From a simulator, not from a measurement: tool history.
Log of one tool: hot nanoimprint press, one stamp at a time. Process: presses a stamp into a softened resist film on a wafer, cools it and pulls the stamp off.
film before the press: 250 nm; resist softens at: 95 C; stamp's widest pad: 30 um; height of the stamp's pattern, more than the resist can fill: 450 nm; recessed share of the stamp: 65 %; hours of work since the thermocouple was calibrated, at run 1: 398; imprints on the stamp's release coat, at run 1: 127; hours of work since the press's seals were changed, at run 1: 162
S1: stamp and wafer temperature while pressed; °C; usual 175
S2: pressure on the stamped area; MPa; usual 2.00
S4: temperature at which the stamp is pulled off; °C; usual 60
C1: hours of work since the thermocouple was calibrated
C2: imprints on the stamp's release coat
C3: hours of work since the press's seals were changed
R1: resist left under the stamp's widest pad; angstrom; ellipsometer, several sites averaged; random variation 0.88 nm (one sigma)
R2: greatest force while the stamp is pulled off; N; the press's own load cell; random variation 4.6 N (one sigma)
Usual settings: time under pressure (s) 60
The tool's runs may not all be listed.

Run 1, hour 0.0: usual settings; C1 398; C2 127; C3 162. Result: R1 1131 angstrom, R2 214 N.
At hour 41.2: plate thermocouple calibrated.
Run 2, hour 45.5: usual settings; C1 2; C2 244; C3 184. Result: R1 1111 angstrom, R2 231 N.
Run 3, hour 71.9: usual settings; C1 16; C2 317; C3 198. Result: R1 1102 angstrom, R2 228 N.
Run 4, hour 93.6: usual settings; C1 28; C2 377; C3 209. Result: R1 1089 angstrom, R2 242 N.
Run 5, hour 119.9: usual settings; C1 41; C2 449; C3 223. Result: R1 1104 angstrom, R2 249 N.
Run 6, hour 145.6: usual settings but S4 58 °C; C1 55; C2 520; C3 237. Result: R1 1086 angstrom, R2 264 N.
At hour 179.7: stamp cleaned and given a new release coat.
Run 7, hour 199.6: usual settings but time under pressure (s) 36, S4 58 °C; C1 80; C2 55; C3 262. Result: R1 1317 angstrom, R2 225 N.
Run 8, hour 226.0: usual settings but time under pressure (s) 36, S4 58 °C; C1 94; C2 127; C3 276. Result: R1 1295 angstrom, R2 232 N.
At hour 256.8: plate thermocouple calibrated, once more.
Run 9, hour 268.6: usual settings but time under pressure (s) 36, S4 58 °C; C1 6; C2 236; C3 297. Result: R1 1420 angstrom, R2 251 N.
Run 10, hour 304.1: usual settings but time under pressure (s) 36, S4 58 °C; C1 25; C2 334; C3 315. Result: R1 1421 angstrom, R2 264 N.
Run 11, hour 329.3: usual settings but time under pressure (s) 36, S4 58 °C; C1 38; C2 404; C3 329. Result: R1 1433 angstrom, R2 266 N.
Run 12, hour 372.9: usual settings; C1 61; C2 524; C3 351. Result: R1 1208 angstrom, R2 260 N.
At hour 404.9: stamp cleaned and given a new release coat.
Run 13, hour 424.5: usual settings; C1 85; C2 54; C3 375. Result: R1 1206 angstrom, R2 232 N.
Run 14, hour 471.1: usual settings but S2 2.05 MPa; C1 109; C2 182; C3 400. Result: R1 1180 angstrom, R2 239 N.
Run 15, hour 502.0: usual settings but S2 2.05 MPa; C1 126; C2 267; C3 416. Result: R1 1176 angstrom, R2 247 N.
Run 16, hour 523.8: usual settings but S2 2.05 MPa; C1 137; C2 327; C3 428. Result: R1 1184 angstrom, R2 239 N.
Run 17, hour 545.2: usual settings but S2 1.55 MPa, time under pressure (s) 52; C1 148; C2 386; C3 439. Result: R1 1419 angstrom, R2 246 N.
Run 18, hour 571.1: usual settings but S2 1.55 MPa, time under pressure (s) 52; C1 162; C2 458; C3 452. Result: R1 1415 angstrom, R2 247 N.
Run 19, hour 596.2: usual settings but S2 1.55 MPa, time under pressure (s) 52; C1 175; C2 527; C3 466. Result: R1 1429 angstrom, R2 249 N.
At hour 626.2: stamp cleaned and given a new release coat.
Run 20, hour 630.7: usual settings but S2 1.55 MPa, time under pressure (s) 52; C1 190; C2 12; C3 481. Result: R1 1423 angstrom, R2 217 N.
Run 21, hour 662.2: usual settings but time under pressure (s) 56, S4 45 °C; C1 207; C2 99; C3 497. Result: R1 1220 angstrom, R2 321 N.
Run 22, hour 696.7: usual settings but S1 177 °C, S2 3.02 MPa, time under pressure (s) 49, S4 55 °C; C1 225; C2 194; C3 515. Result: R1 925 angstrom, R2 268 N.
Run 23, hour 719.8: usual settings but S1 177 °C, S2 1.77 MPa, time under pressure (s) 63, S4 47 °C; C1 237; C2 258; C3 527. Result: R1 1139 angstrom, R2 328 N.
Run 24, hour 763.6: usual settings but S1 181 °C, time under pressure (s) 33; C1 260; C2 379; C3 550. Result: R1 1134 angstrom, R2 245 N.
Run 25, hour 792.4: usual settings but S1 181 °C, time under pressure (s) 33; C1 275; C2 458; C3 565. Result: R1 1135 angstrom, R2 249 N.
Run 26, hour 821.8: usual settings but S1 183 °C, time under pressure (s) 112; C1 290; C2 539; C3 581. Result: R1 683 angstrom, R2 260 N.
At hour 850.0: stamp cleaned and given a new release coat.
Run 27, hour 855.1: usual settings but S1 165 °C, S2 2.06 MPa, time under pressure (s) 62; C1 305; C2 14; C3 595. Result: R1 1691 angstrom, R2 224 N.
Run 28, hour 892.7: usual settings but S2 2.08 MPa, time under pressure (s) 57, S4 58 °C; C1 324; C2 118; C3 615. Result: R1 1169 angstrom, R2 240 N.
Run 29, hour 933.7: usual settings but S2 2.59 MPa, time under pressure (s) 91, S4 47 °C; C1 346; C2 231; C3 637. Result: R1 887 angstrom, R2 324 N.

Forecast run 30:
At hour 968.0: press's hydraulic seals changed and the load cell set to zero.
Run 30, hour 989.1: usual settings but S1 179 °C, time under pressure (s) 34; C1 371; C2 361; C3 11. Result: R1 ?, R2 ?.

R1: 1180 angstrom
R2: 237 N
Without the tool's hidden state the same run would have given R1 1244 angstrom, R2 219 N.
